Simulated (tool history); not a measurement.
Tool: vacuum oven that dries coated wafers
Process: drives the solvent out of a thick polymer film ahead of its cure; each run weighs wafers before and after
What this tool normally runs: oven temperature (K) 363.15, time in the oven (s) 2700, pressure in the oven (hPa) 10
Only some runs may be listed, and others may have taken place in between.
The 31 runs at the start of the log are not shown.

Run 32, hour 442.8: usual settings but oven temperature (K) 368.15, time in the oven (s) 2820, pressure in the oven (hPa) 6.1. Result: solvent left in the film (%) 1.62.
Run 33, hour 452.6: usual settings but oven temperature (K) 356.15, time in the oven (s) 3180. Result: solvent left in the film (%) 5.33.
Run 34, hour 468.5: usual settings but oven temperature (K) 354.15, time in the oven (s) 3960. Result: solvent left in the film (%) 5.33.
Run 35, hour 487.1: usual settings but oven temperature (K) 348.15, time in the oven (s) 2160, pressure in the oven (hPa) 18.8. Result: solvent left in the film (%) 13.9.
Run 36, hour 497.5: usual settings but oven temperature (K) 360.15, time in the oven (s) 4200. Result: solvent left in the film (%) 3.19.
Run 37, hour 506.3: usual settings but oven temperature (K) 368.15, time in the oven (s) 2160, pressure in the oven (hPa) 12.7. Result: solvent left in the film (%) 3.23.
Run 38, hour 521.5: usual settings but time in the oven (s) 3000, pressure in the oven (hPa) 18.7. Result: solvent left in the film (%) 5.21.
Run 39, hour 530: usual settings but time in the oven (s) 3000, pressure in the oven (hPa) 18.7. Result: solvent left in the film (%) 5.06.
Run 40, hour 541: usual settings but oven temperature (K) 354.15, time in the oven (s) 3000, pressure in the oven (hPa) 17.1. Result: solvent left in the film (%) 8.63.
Run 41, hour 558.7: usual settings but oven temperature (K) 354.15, time in the oven (s) 3000, pressure in the oven (hPa) 17.1. Result: solvent left in the film (%) 8.73.
Run 42, hour 569.6: usual settings but oven temperature (K) 364.15, time in the oven (s) 2400, pressure in the oven (hPa) 35.1. Result: solvent left in the film (%) 8.67.
Run 43, hour 587.8: usual settings but time in the oven (s) 1800, pressure in the oven (hPa) 31.5. Result: solvent left in the film (%) 9.33.
Run 44, hour 602.8: usual settings but time in the oven (s) 1800, pressure in the oven (hPa) 31.5. Result: solvent left in the film (%) 9.32.
Run 45, hour 620.6: usual settings but time in the oven (s) 1800, pressure in the oven (hPa) 31.5. Result: solvent left in the film (%) 9.45.
Run 46, hour 638.9: usual settings but oven temperature (K) 349.15, time in the oven (s) 1800, pressure in the oven (hPa) 10.1. Result: solvent left in the film (%) 12.21.
Run 47, hour 659.1: usual settings but oven temperature (K) 354.15. Result: solvent left in the film (%) 7.37.

Consider 4 possible next runs. They are alternatives, not a sequence: every one starts from the tool as it was left by run 47. What does each give?
Run A, hour 676.6: usual settings but oven temperature (K) 357.15, time in the oven (s) 1380, pressure in the oven (hPa) 9. Result: solvent left in the film (%) ?.
Run B, hour 676.6: usual settings but oven temperature (K) 357.15, time in the oven (s) 1860, pressure in the oven (hPa) 11.2. Result: solvent left in the film (%) ?.
Run C, hour 676.6: usual settings but oven temperature (K) 369.15, time in the oven (s) 2880, pressure in the oven (hPa) 23.3. Result: solvent left in the film (%) ?.
Run D, hour 676.6: usual settings but oven temperature (K) 364.15, time in the oven (s) 2880, pressure in the oven (hPa) 27. Result: solvent left in the film (%) ?.

run  solvent left in the film (%)
  A                          9.41
  B                          8.13
  C                          4.74
  D                          6.78
With no hidden state in the tool, these same runs would have given:
run  solvent left in the film (%)
  A                          8.68
  B                          7.38
  C                          4.34
  D                          6.21
